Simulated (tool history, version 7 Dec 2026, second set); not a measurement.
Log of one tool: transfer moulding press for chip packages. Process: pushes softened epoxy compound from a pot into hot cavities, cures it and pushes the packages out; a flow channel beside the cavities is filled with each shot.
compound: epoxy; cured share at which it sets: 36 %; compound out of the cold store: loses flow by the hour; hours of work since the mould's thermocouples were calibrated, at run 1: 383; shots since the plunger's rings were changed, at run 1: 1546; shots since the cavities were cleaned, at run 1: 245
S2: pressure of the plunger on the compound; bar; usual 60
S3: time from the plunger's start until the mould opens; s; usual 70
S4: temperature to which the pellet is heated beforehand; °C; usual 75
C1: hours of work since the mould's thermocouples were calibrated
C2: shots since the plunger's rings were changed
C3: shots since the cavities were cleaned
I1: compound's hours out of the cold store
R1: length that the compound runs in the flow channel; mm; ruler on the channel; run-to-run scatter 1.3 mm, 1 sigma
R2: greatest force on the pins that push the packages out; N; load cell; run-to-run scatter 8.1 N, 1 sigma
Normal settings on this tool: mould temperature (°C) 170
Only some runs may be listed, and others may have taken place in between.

{"run": 1, "hour": 0.0, "mould temperature (°C)": 170, "S2": 60, "S3": 70, "S4": 75, "C1": 383, "C2": 1546, "C3": 245, "I1": 30.3, "R1": 527, "R2": 361}
{"hour": 12.4, "done": "cavities cleaned with cleaning compound and waxed"}
{"hour": 37.6, "done": "cavities cleaned with cleaning compound and waxed"}
{"run": 2, "hour": 38.2, "mould temperature (°C)": 170, "S2": 60, "S3": 70, "S4": 75, "C1": 409, "C2": 2174, "C3": 10, "I1": 33.1, "R1": 520, "R2": 344}
{"hour": 64.0, "done": "cavities cleaned with cleaning compound and waxed"}
{"hour": 72.1, "done": "plunger's sealing rings changed"}
{"hour": 91.5, "done": "cavities cleaned with cleaning compound and waxed"}
{"run": 3, "hour": 91.6, "mould temperature (°C)": 170, "S2": 60, "S3": 70, "S4": 75, "C1": 445, "C2": 322, "C3": 2, "I1": 29, "R1": 529, "R2": 332}
{"hour": 118.2, "done": "cavities cleaned with cleaning compound and waxed"}
{"run": 4, "hour": 128.0, "mould temperature (°C)": 170, "S2": 60, "S3": 70, "S4": 75, "C1": 472, "C2": 944, "C3": 173, "I1": 22.9, "R1": 551, "R2": 354}
{"hour": 142.2, "done": "cavities cleaned with cleaning compound and waxed"}
{"run": 5, "hour": 157.7, "mould temperature (°C)": 170, "S2": 60, "S3": 70, "S4": 75, "C1": 493, "C2": 1448, "C3": 276, "I1": 36.5, "R1": 510, "R2": 334}
{"hour": 168.0, "done": "cavities cleaned with cleaning compound and waxed"}
{"hour": 193.3, "done": "cavities cleaned with cleaning compound and waxed"}
{"run": 6, "hour": 209.2, "mould temperature (°C)": 170, "S2": 60, "S3": 70, "S4": 75, "C1": 529, "C2": 2313, "C3": 284, "I1": 11.9, "R1": 581, "R2": 385}
{"hour": 217.9, "done": "cavities cleaned with cleaning compound and waxed"}
{"hour": 235.6, "done": "plunger's sealing rings changed"}
{"hour": 245.6, "done": "cavities cleaned with cleaning compound and waxed"}
{"run": 7, "hour": 258.2, "mould temperature (°C)": 170, "S2": 60, "S3": 70, "S4": 75, "C1": 562, "C2": 378, "C3": 225, "I1": 23.5, "R1": 547, "R2": 353}
{"hour": 271.8, "done": "cavities cleaned with cleaning compound and waxed"}
{"hour": 286.7, "done": "mould's thermocouples calibrated"}
{"hour": 301.3, "done": "cavities cleaned with cleaning compound and waxed"}
{"run": 8, "hour": 318.7, "mould temperature (°C)": 170, "S2": 60, "S3": 70, "S4": 75, "C1": 23, "C2": 1367, "C3": 309, "I1": 10.9, "R1": 583, "R2": 370}
{"hour": 326.0, "done": "cavities cleaned with cleaning compound and waxed"}
{"hour": 350.3, "done": "cavities cleaned with cleaning compound and waxed"}
{"hour": 379.0, "done": "cavities cleaned with cleaning compound and waxed"}
{"run": 9, "hour": 387.6, "mould temperature (°C)": 170, "S2": 60, "S3": 70, "S4": 75, "C1": 71, "C2": 2517, "C3": 153, "I1": 22.5, "R1": 550, "R2": 349}
{"hour": 401.2, "done": "plunger's sealing rings changed"}
{"hour": 407.0, "done": "cavities cleaned with cleaning compound and waxed"}
{"run": 10, "hour": 423.0, "mould temperature (°C)": 170, "S2": 60, "S3": 70, "S4": 75, "C1": 95, "C2": 362, "C3": 285, "I1": 14.9, "R1": 571, "R2": 365}
{"hour": 434.1, "done": "cavities cleaned with cleaning compound and waxed"}
{"hour": 458.3, "done": "cavities cleaned with cleaning compound and waxed"}
{"run": 11, "hour": 458.3, "mould temperature (°C)": 170, "S2": 60, "S3": 70, "S4": 75, "C1": 119, "C2": 939, "C3": 0, "I1": 15.3, "R1": 571, "R2": 375}
{"hour": 485.1, "done": "cavities cleaned with cleaning compound and waxed"}
{"run": 12, "hour": 503.7, "mould temperature (°C)": 170, "S2": 60, "S3": 86, "S4": 75, "C1": 152, "C2": 1723, "C3": 332, "I1": 9.5, "R1": 588, "R2": 276}
{"hour": 509.5, "done": "cavities cleaned with cleaning compound and waxed"}
{"hour": 534.4, "done": "cavities cleaned with cleaning compound and waxed"}
{"hour": 561.8, "done": "plunger's sealing rings changed"}
{"hour": 563.3, "done": "cavities cleaned with cleaning compound and waxed"}
{"run": 13, "hour": 565.0, "mould temperature (°C)": 163, "S2": 60, "S3": 103, "S4": 75, "C1": 193, "C2": 30, "C3": 30, "I1": 32.7, "R1": 536, "R2": 299}
{"hour": 590.9, "done": "cavities cleaned with cleaning compound and waxed"}
{"run": 14, "hour": 598.7, "mould temperature (°C)": 170, "S2": 66.9, "S3": 70, "S4": 75, "C1": 217, "C2": 604, "C3": 139, "I1": 29, "R1": 562, "R2": 354}
{"hour": 616.3, "done": "cavities cleaned with cleaning compound and waxed"}
{"run": 15, "hour": 637.7, "mould temperature (°C)": 176, "S2": 60, "S3": 74, "S4": 75, "C1": 246, "C2": 1274, "C3": 383, "I1": 21.8, "R1": 540, "R2": 285}
{"hour": 643.4, "done": "cavities cleaned with cleaning compound and waxed"}
{"hour": 669.9, "done": "cavities cleaned with cleaning compound and waxed"}
{"run": 16, "hour": 672.4, "mould temperature (°C)": 163, "S2": 50.9, "S3": 84, "S4": 66, "C1": 269, "C2": 1839, "C3": 45, "I1": 21.8, "R1": 520, "R2": 426}
{"hour": 697.4, "done": "cavities cleaned with cleaning compound and waxed"}
{"run": 17, "hour": 705.3, "mould temperature (°C)": 163, "S2": 50.9, "S3": 84, "S4": 66, "C1": 293, "C2": 2401, "C3": 141, "I1": 23.7, "R1": 517, "R2": 414}
{"hour": 722.4, "done": "plunger's sealing rings changed"}
{"hour": 723.9, "done": "cavities cleaned with cleaning compound and waxed"}
{"hour": 748.4, "done": "cavities cleaned with cleaning compound and waxed"}
{"run": 18, "hour": 750.6, "mould temperature (°C)": 165, "S2": 53.1, "S3": 83, "S4": 73, "C1": 323, "C2": 448, "C3": 38, "I1": 45.3, "R1": 468, "R2": 354}
{"hour": 775.6, "done": "cavities cleaned with cleaning compound and waxed"}
{"hour": 800.5, "done": "cavities cleaned with cleaning compound and waxed"}
{"run": 19, "hour": 810.5, "mould temperature (°C)": 165, "S2": 53.1, "S3": 83, "S4": 73, "C1": 366, "C2": 1464, "C3": 178, "I1": 13.7, "R1": 556, "R2": 370}
{"hour": 826.5, "done": "cavities cleaned with cleaning compound and waxed"}
{"hour": 852.9, "done": "cavities cleaned with cleaning compound and waxed"}
{"run": 20, "hour": 852.9, "mould temperature (°C)": 173, "S2": 53.1, "S3": 83, "S4": 80, "C1": 395, "C2": 2168, "C3": 0, "I1": 33.9, "R1": 480, "R2": 278}
{"hour": 879.3, "done": "cavities cleaned with cleaning compound and waxed"}
{"hour": 886.3, "done": "plunger's sealing rings changed"}
{"run": 21, "hour": 886.3, "mould temperature (°C)": 173, "S2": 53.1, "S3": 83, "S4": 80, "C1": 417, "C2": 0, "C3": 80, "I1": 35.9, "R1": 478, "R2": 275}
{"hour": 906.9, "done": "cavities cleaned with cleaning compound and waxed"}
{"run": 22, "hour": 921.2, "mould temperature (°C)": 167, "S2": 74.9, "S3": 70, "S4": 75, "C1": 443, "C2": 597, "C3": 256, "I1": 27.1, "R1": 609, "R2": 437}
{"hour": 931.5, "done": "cavities cleaned with cleaning compound and waxed"}
{"run": 23, "hour": 951.3, "mould temperature (°C)": 170, "S2": 60, "S3": 73, "S4": 79, "C1": 464, "C2": 1106, "C3": 353, "I1": 40.1, "R1": 502, "R2": 329}

Predict each of these 5 candidate next runs independently; none follows another, all start after run 23:
{"hour": 956.7, "done": "cavities cleaned with cleaning compound and waxed"}
{"hour": 984.5, "done": "cavities cleaned with cleaning compound and waxed"}
{"run": "A", "hour": 1003.0, "mould temperature (°C)": 170, "S2": 60, "S3": 94, "S4": 79, "C1": 501, "C2": 1976, "C3": 329, "I1": 10.9, "R1": "?", "R2": "?"}
{"hour": 956.7, "done": "cavities cleaned with cleaning compound and waxed"}
{"hour": 984.5, "done": "cavities cleaned with cleaning compound and waxed"}
{"run": "B", "hour": 1003.0, "mould temperature (°C)": 170, "S2": 60, "S3": 66, "S4": 69, "C1": 501, "C2": 1976, "C3": 329, "I1": 40.3, "R1": "?", "R2": "?"}
{"hour": 956.7, "done": "cavities cleaned with cleaning compound and waxed"}
{"hour": 984.5, "done": "cavities cleaned with cleaning compound and waxed"}
{"run": "C", "hour": 1003.0, "mould temperature (°C)": 168, "S2": 45.2, "S3": 89, "S4": 75, "C1": 501, "C2": 1976, "C3": 329, "I1": 18.9, "R1": "?", "R2": "?"}
{"hour": 956.7, "done": "cavities cleaned with cleaning compound and waxed"}
{"hour": 984.5, "done": "cavities cleaned with cleaning compound and waxed"}
{"run": "D", "hour": 1003.0, "mould temperature (°C)": 170, "S2": 48.2, "S3": 73, "S4": 79, "C1": 501, "C2": 1976, "C3": 329, "I1": 46.1, "R1": "?", "R2": "?"}
{"hour": 956.7, "done": "cavities cleaned with cleaning compound and waxed"}
{"hour": 984.5, "done": "cavities cleaned with cleaning compound and waxed"}
{"run": "E", "hour": 1003.0, "mould temperature (°C)": 166, "S2": 60, "S3": 70, "S4": 74, "C1": 501, "C2": 1976, "C3": 329, "I1": 42.7, "R1": "?", "R2": "?"}

run=A R1=585 R2=278
run=B R1=502 R2=376
run=C R1=488 R2=294
run=D R1=436 R2=320
run=E R1=502 R2=463
Had the tool no hidden state, the same runs would have come out as:
run=A R1=586 R2=274
run=B R1=503 R2=371
run=C R1=489 R2=290
run=D R1=437 R2=316
run=E R1=502 R2=457
